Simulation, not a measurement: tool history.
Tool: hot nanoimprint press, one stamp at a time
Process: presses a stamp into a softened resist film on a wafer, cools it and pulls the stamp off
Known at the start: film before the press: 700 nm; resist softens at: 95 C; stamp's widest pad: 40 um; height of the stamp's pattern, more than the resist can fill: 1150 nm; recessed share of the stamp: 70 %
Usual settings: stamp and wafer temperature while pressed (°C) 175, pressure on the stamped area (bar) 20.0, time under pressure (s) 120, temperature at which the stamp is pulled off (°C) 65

run	hour	stamp and wafer temperature while pressed (°C)	pressure on the stamped area (bar)	time under pressure (s)	temperature at which the stamp is pulled off (°C)	resist left under the stamp's widest pad (Å)	greatest force while the stamp is pulled off (N)
1	0.0	175	20.0	120	65	2759	235
# hour 12.7: plate thermocouple calibrated
2	27.5	175	20.0	120	65	2820	252
3	43.7	175	20.0	120	65	2838	248
4	69.2	175	20.0	120	65	2844	263
# hour 92.1: plate thermocouple calibrated, once more
5	92.1	175	20.0	120	65	2721	268
6	110.1	175	20.0	120	65	2723	288
7	137.0	175	20.0	212	65	2172	291
8	150.5	175	20.0	62	65	3528	282
9	176.8	175	20.0	62	65	3517	300
10	198.9	175	20.0	62	65	3545	325
11	211.6	175	20.0	62	65	3533	315
12	225.0	175	20.0	62	65	3539	333
13	252.8	175	20.0	62	55	3487	402
14	269.1	175	20.0	62	55	3557	409
15	284.0	175	20.0	62	55	3524	416
16	313.4	185	20.3	120	65	2043	374

Run 17 comes next. What will it give?
# hour 321.2: stamp cleaned and given a new release coat
17	339.8	180	13.7	78	61	?	?

{"run 17": {"resist left under the stamp's widest pad (Å)": 3292, "greatest force while the stamp is pulled off (N)": 244}}
Without the tool's hidden state the same run would have given resist left under the stamp's widest pad (Å) 3213, greatest force while the stamp is pulled off (N) 234.
